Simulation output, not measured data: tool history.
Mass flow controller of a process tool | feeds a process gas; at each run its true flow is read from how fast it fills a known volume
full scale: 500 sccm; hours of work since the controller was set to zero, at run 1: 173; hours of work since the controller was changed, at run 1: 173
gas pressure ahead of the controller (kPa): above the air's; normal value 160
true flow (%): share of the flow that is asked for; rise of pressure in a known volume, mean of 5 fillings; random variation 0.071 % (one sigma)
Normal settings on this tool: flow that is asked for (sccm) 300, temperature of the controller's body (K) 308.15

run,hour,flow that is asked for (sccm),gas pressure ahead of the controller (kPa),temperature of the controller's body (K),hours of work since the controller was set to zero,hours of work since the controller was changed,true flow (%)
1,0.0,300,160,308.15,173,173,99.67
2,462.3,300,160,308.15,331,331,99.71
3,767.8,300,163,308.15,435,435,99.58
4,1183.7,300,163,308.15,577,577,99.63
5,1711.9,300,171,308.15,758,758,99.76
6,2131.6,300,160,308.15,901,901,99.75
7,2639.8,300,210,308.15,1074,1074,99.62
8,3157.4,300,163,308.15,1251,1251,99.66
9,3419.1,300,163,308.15,1340,1340,99.71
10,3712.0,305,160,308.15,1440,1440,99.86
11,3977.7,305,160,308.15,1531,1531,99.65
12,4321.1,305,160,308.15,1648,1648,99.79
13,4638.7,92,160,308.15,1757,1757,97.92
14,4963.1,92,160,308.15,1867,1867,97.72
15,5196.9,92,160,308.15,1947,1947,97.73
16,5734.4,92,160,308.15,2130,2130,97.64
17,6181.8,92,220,308.15,2283,2283,97.57
18,6432.2,226,192,297.15,2369,2369,98.40
19,6917.4,125,149,306.15,2534,2534,98.13
20,7405.0,130,160,309.15,2701,2701,98.27
21,7749.1,120,160,306.15,2818,2818,98.01
22,8199.5,68,160,304.15,2972,2972,96.45
23,8709.0,207,142,310.15,3146,3146,99.18
24,9020.0,71,260,310.15,3252,3252,96.48
25,9449.9,300,160,301.15,3398,3398,99.40
26,9957.7,300,264,309.15,3572,3572,99.63
27,10404.2,201,180,307.15,3724,3724,98.82
28,10950.1,201,180,307.15,3910,3910,99.05
29,11414.3,271,180,307.15,4069,4069,99.50
30,11871.5,271,180,307.15,4225,4225,99.53
31,12171.1,81,160,302.15,4327,4327,96.34
32,12666.5,298,185,302.15,4496,4496,99.44
33,13111.9,229,160,301.15,4648,4648,98.85

Below, some changes in true flow (%) between adjacent runs. For each, the amount present without the hidden state too (settings, incoming material, random variation) and the amount remaining for the hidden state with gauge scatter not shared by both compared results:
The hidden state here: flow at rest that the sensor doesn't see, % of full scale; true flow over the shown one, %; drift of the gauge itself on true_pct, %.
Run 24 -> 25: flow that is asked for (sccm) 71 -> 300, gas pressure ahead of the controller (kPa) 260 -> 160, temperature of the controller's body (K) 310.15 -> 301.15. true flow (%) +2.92: hidden state +1.96, all else +0.96.
Run 30 -> 31: flow that is asked for (sccm) 271 -> 81, gas pressure ahead of the controller (kPa) 180 -> 160, temperature of the controller's body (K) 307.15 -> 302.15. true flow (%) -3.19: hidden state -1.98, all else -1.21.
Run 31 -> 32: flow that is asked for (sccm) 81 -> 298, gas pressure ahead of the controller (kPa) 160 -> 185. true flow (%) +3.10: hidden state +2.07, all else +1.03.
